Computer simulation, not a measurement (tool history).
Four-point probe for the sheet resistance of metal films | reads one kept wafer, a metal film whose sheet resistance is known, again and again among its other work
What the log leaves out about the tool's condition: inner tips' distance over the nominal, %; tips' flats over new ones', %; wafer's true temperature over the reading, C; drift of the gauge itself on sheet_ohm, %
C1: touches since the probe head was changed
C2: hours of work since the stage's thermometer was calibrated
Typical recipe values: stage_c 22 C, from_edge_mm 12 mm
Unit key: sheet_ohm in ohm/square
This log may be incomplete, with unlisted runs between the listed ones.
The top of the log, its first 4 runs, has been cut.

{"run": 5, "hour": 227.2, "stage_c": 22, "from_edge_mm": 12, "C1": 84037, "C2": 1395, "sheet_ohm": 0.130538}
{"run": 6, "hour": 307.3, "stage_c": 29, "from_edge_mm": 12, "C1": 87845, "C2": 1445, "sheet_ohm": 0.130453}
{"run": 7, "hour": 374.6, "stage_c": 29, "from_edge_mm": 12, "C1": 91047, "C2": 1487, "sheet_ohm": 0.130444}
{"run": 8, "hour": 416.5, "stage_c": 22, "from_edge_mm": 39, "C1": 93037, "C2": 1513, "sheet_ohm": 0.130473}
{"run": 9, "hour": 500.1, "stage_c": 22, "from_edge_mm": 30, "C1": 97013, "C2": 1566, "sheet_ohm": 0.130466}
{"run": 10, "hour": 561.0, "stage_c": 19, "from_edge_mm": 30, "C1": 99907, "C2": 1604, "sheet_ohm": 0.13049}
{"run": 11, "hour": 609.3, "stage_c": 19, "from_edge_mm": 30, "C1": 102203, "C2": 1635, "sheet_ohm": 0.130496}
{"run": 12, "hour": 686.3, "stage_c": 19, "from_edge_mm": 30, "C1": 105864, "C2": 1683, "sheet_ohm": 0.130417}
{"run": 13, "hour": 769.0, "stage_c": 22, "from_edge_mm": 12, "C1": 109801, "C2": 1735, "sheet_ohm": 0.130567}
{"run": 14, "hour": 829.3, "stage_c": 22, "from_edge_mm": 12, "C1": 112664, "C2": 1773, "sheet_ohm": 0.130555}
{"run": 15, "hour": 893.8, "stage_c": 22, "from_edge_mm": 12, "C1": 115735, "C2": 1813, "sheet_ohm": 0.130584}
{"run": 16, "hour": 929.7, "stage_c": 22, "from_edge_mm": 12, "C1": 117438, "C2": 1836, "sheet_ohm": 0.130582}
{"run": 17, "hour": 998.6, "stage_c": 22, "from_edge_mm": 12, "C1": 120716, "C2": 1879, "sheet_ohm": 0.130587}
{"run": 18, "hour": 1048.3, "stage_c": 22, "from_edge_mm": 12, "C1": 123077, "C2": 1910, "sheet_ohm": 0.13059}
{"run": 19, "hour": 1101.5, "stage_c": 22, "from_edge_mm": 12, "C1": 125611, "C2": 1944, "sheet_ohm": 0.130576}
{"run": 20, "hour": 1145.8, "stage_c": 22, "from_edge_mm": 12, "C1": 127716, "C2": 1972, "sheet_ohm": 0.130569}
{"run": 21, "hour": 1199.9, "stage_c": 22, "from_edge_mm": 12, "C1": 130286, "C2": 2006, "sheet_ohm": 0.130572}
{"run": 22, "hour": 1249.5, "stage_c": 29, "from_edge_mm": 12, "C1": 132645, "C2": 2037, "sheet_ohm": 0.130457}
{"run": 23, "hour": 1301.7, "stage_c": 33, "from_edge_mm": 12, "C1": 135129, "C2": 2070, "sheet_ohm": 0.130414}
{"run": 24, "hour": 1344.5, "stage_c": 22, "from_edge_mm": 3, "C1": 137163, "C2": 2096, "sheet_ohm": 0.132354}
{"run": 25, "hour": 1400.1, "stage_c": 22, "from_edge_mm": 3, "C1": 139809, "C2": 2131, "sheet_ohm": 0.132328}
{"run": 26, "hour": 1460.8, "stage_c": 27, "from_edge_mm": 3, "C1": 142695, "C2": 2170, "sheet_ohm": 0.132255}
{"run": 27, "hour": 1510.6, "stage_c": 22, "from_edge_mm": 14, "C1": 145062, "C2": 2201, "sheet_ohm": 0.130461}

What will run 28 give?
{"run": 28, "hour": 1594.8, "stage_c": 22, "from_edge_mm": 14, "C1": 149067, "C2": 2254, "sheet_ohm": "?"}

Run 28 measured sheet_ohm 0.130509 ohm/square.
Minus the tool's unlogged condition, the same run would have read sheet_ohm 0.130494 ohm/square.

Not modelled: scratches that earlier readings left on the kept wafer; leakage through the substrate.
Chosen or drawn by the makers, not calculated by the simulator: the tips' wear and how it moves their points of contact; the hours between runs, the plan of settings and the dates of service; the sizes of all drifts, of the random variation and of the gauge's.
